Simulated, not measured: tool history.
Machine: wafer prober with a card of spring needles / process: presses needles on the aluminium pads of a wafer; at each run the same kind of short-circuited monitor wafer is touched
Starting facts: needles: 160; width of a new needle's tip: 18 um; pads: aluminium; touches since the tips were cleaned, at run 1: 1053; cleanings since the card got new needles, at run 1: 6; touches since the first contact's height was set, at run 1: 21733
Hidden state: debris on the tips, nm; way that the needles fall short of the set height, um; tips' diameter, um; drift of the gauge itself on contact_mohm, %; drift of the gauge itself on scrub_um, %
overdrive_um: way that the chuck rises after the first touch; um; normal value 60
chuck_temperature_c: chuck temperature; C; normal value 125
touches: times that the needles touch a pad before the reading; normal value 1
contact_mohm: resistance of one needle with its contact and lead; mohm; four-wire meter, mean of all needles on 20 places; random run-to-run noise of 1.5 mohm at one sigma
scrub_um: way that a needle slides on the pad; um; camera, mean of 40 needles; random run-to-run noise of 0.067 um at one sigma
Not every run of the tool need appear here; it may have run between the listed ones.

run    day  overdrive_um  chuck_temperature_c  touches  touches since the tips were cleaned  cleanings since the card got new needles  touches since the first contact's height was set  contact_mohm  scrub_um
  1      0            60                  125        1                                 1053                                         6                                             21733           142      14.3
      0.15  -- tips cleaned on abrasive film
     0.375  -- tips cleaned on abrasive film
  2  0.383            60                  125        1                                  108                                         8                                             27139           143     14.37
     0.633  -- tips cleaned on abrasive film
     0.871  -- tips cleaned on abrasive film
  3  0.888            60                  125        1                                  247                                        10                                             34330           141     14.39
     1.117  -- tips cleaned on abrasive film
     1.362  -- tips cleaned on abrasive film
  4   1.45            40                  125        1                                 1269                                        12                                             42333           164      9.59
       1.6  -- tips cleaned on abrasive film
  5  1.792            71                  125        1                                 2763                                        13                                             47181           138     17.04
     1.838  -- tips cleaned on abrasive film
     2.075  -- tips cleaned on abrasive film
     2.304  -- tips cleaned on abrasive film
  6  2.304            60                  125        1                                    0                                        16                                             54450           145     14.43
     2.529  -- tips cleaned on abrasive film
  7  2.733            60                  125        1                                 2930                                        17                                             60548           144     14.37
     2.779  -- tips cleaned on abrasive film
     3.017  -- tips cleaned on abrasive film
      3.25  -- tips cleaned on abrasive film
  8  3.262            60                  125        2                                  217                                        20                                             68050           145     14.35
     3.508  -- tips cleaned on abrasive film
     3.742  -- tips cleaned on abrasive film
  9  3.938            60                  125        2                                 2813                                        22                                             77648           142     14.53
     3.967  -- tips cleaned on abrasive film
     4.233  -- tips cleaned on abrasive film
 10  4.233            60                  125        2                                    0                                        24                                             81812           146     14.53
     4.467  -- tips cleaned on abrasive film
 11  4.604            60                  125        2                                 2016                                        25                                             87141           144     14.44
     4.704  -- tips cleaned on abrasive film
     4.925  -- tips cleaned on abrasive film
 12  5.062            60                   35        1                                 1975                                        27                                             93646           125     14.32
     5.154  -- tips cleaned on abrasive film
     5.421  -- tips cleaned on abrasive film
      5.65  -- tips cleaned on abrasive film
 13   5.65            60                   61        1                                    0                                        30                                            101962           132      14.4
     5.912  -- tips cleaned on abrasive film
     6.171  -- tips cleaned on abrasive film
 14   6.25            68                   57        3                                 1180                                        32                                            110516           129     16.26
     6.421  -- tips cleaned on abrasive film
     6.671  -- tips cleaned on abrasive film
 15  6.833            61                   67        2                                 2346                                        34                                            118806           129     14.69
     6.929  -- tips cleaned on abrasive film
     7.188  -- tips cleaned on abrasive film
 16    7.4            61                   67        2                                 3104                                        36                                            126898           133     14.49
     7.433  -- tips cleaned on abrasive film
     7.662  -- tips cleaned on abrasive film
     7.925  -- tips cleaned on abrasive film
 17  8.092            70                  125        1                                 2423                                        39                                            136700           138     16.75
     8.188  -- tips cleaned on abrasive film
     8.417  -- tips cleaned on abrasive film
 18  8.529            69                   63        1                                 1613                                        41                                            142896           127     16.58
     8.658  -- tips cleaned on abrasive film
     8.908  -- tips cleaned on abrasive film
 19  8.983            60                   66        1                                 1103                                        43                                            149362           134     14.48
      9.15  -- tips cleaned on abrasive film
 20  9.321            60                   66        1                                 2500                                        44                                            154162           131     14.38
     9.421  -- tips cleaned on abrasive film
     9.696  -- tips cleaned on abrasive film
     9.958  -- tips cleaned on abrasive film
 21  9.975            60                   66        1                                  208                                        47                                            163420           134     14.36

What if the next run were any one of these 4? Each begins from the tool's condition after run 21:
     10.125  -- height of the first contact set anew
     10.208  -- tips cleaned on abrasive film
     10.433  -- tips cleaned on abrasive film
     10.675  -- tips cleaned on abrasive film
  A  10.704            60                   96        1                                  369                                        50                                              8157             ?         ?
     10.125  -- height of the first contact set anew
     10.208  -- tips cleaned on abrasive film
     10.433  -- tips cleaned on abrasive film
     10.675  -- tips cleaned on abrasive film
  B  10.704            72                   32        1                                  369                                        50                                              8157             ?         ?
     10.125  -- height of the first contact set anew
     10.208  -- tips cleaned on abrasive film
     10.433  -- tips cleaned on abrasive film
     10.675  -- tips cleaned on abrasive film
  C  10.704            69                   27        1                                  369                                        50                                              8157             ?         ?
     10.125  -- height of the first contact set anew
     10.208  -- tips cleaned on abrasive film
     10.433  -- tips cleaned on abrasive film
     10.675  -- tips cleaned on abrasive film
  D  10.704            60                   66        2                                  369                                        50                                              8157             ?         ?

run  contact_mohm  scrub_um
  A           140     14.46
  B           122     17.24
  C           123     16.57
  D           133     14.45
Without the tool's hidden state the same runs would have given:
run  contact_mohm  scrub_um
  A           140     14.46
  B           122     17.24
  C           123     16.57
  D           133     14.45
